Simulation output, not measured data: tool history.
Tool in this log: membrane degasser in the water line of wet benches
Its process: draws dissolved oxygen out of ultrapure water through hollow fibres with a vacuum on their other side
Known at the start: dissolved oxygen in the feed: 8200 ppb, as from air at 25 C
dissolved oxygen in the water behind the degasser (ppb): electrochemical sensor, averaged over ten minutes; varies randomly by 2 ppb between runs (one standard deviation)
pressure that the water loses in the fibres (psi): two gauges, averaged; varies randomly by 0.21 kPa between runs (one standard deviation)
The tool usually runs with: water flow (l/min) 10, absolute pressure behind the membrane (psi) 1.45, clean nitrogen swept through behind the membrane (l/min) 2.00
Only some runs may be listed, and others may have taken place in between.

run   hour  water flow (l/min)  absolute pressure behind the membrane (psi)  clean nitrogen swept through behind the membrane (l/min)  dissolved oxygen in the water behind the degasser (ppb)  pressure that the water loses in the fibres (psi)
  1    0.0                  10                                         1.45                                                      2.00                                                    195.5                                              7.458
  2   42.7                  10                                         1.45                                                      2.00                                                    192.7                                              7.488
  3   90.8                  10                                         1.45                                                      2.00                                                    192.3                                              7.464
  4  149.2                  10                                         1.45                                                      2.00                                                    194.1                                              7.468
  5  201.4                  15                                         1.45                                                      2.00                                                    486.1                                             11.251
  6  232.8                  15                                         1.45                                                      2.00                                                    482.4                                             11.298
  7  265.6                  10                                         1.45                                                      2.00                                                    195.0                                              7.552
  8  302.2                  10                                         1.45                                                      2.00                                                    192.4                                              7.525
  9  356.9                   7                                         1.54                                                      5.50                                                     51.6                                              5.292
 10  413.7                   7                                         1.54                                                      5.50                                                     52.2                                              5.311
 11  450.9                   7                                         1.12                                                      5.50                                                     42.6                                              5.358
 12  482.9                  10                                         2.12                                                      2.00                                                    248.0                                              7.554
 13  522.8                  10                                         2.12                                                      2.00                                                    252.7                                              7.433
 14  552.8                   8                                         1.45                                                      2.76                                                     97.4                                              5.973
 15  590.5                  10                                         1.45                                                      1.56                                                    214.8                                              7.464
 16  627.4                  10                                         1.45                                                      1.56                                                    217.4                                              7.449

Not shown here: 1 entry made in the log between runs. Locate each between two listed runs and compare the hidden state at the listed run before it with the hidden state at the listed run after it:
Logged between run 12 and run 13: gauge calibrated (hour 501.9)
  drift of the gauge itself on loss_of_pressure_kpa, %: 2.2 -> 0.1
  difference, measured minus the result without the unlogged condition, pressure that the water loses in the fibres (psi): +0.165 -> +0.009
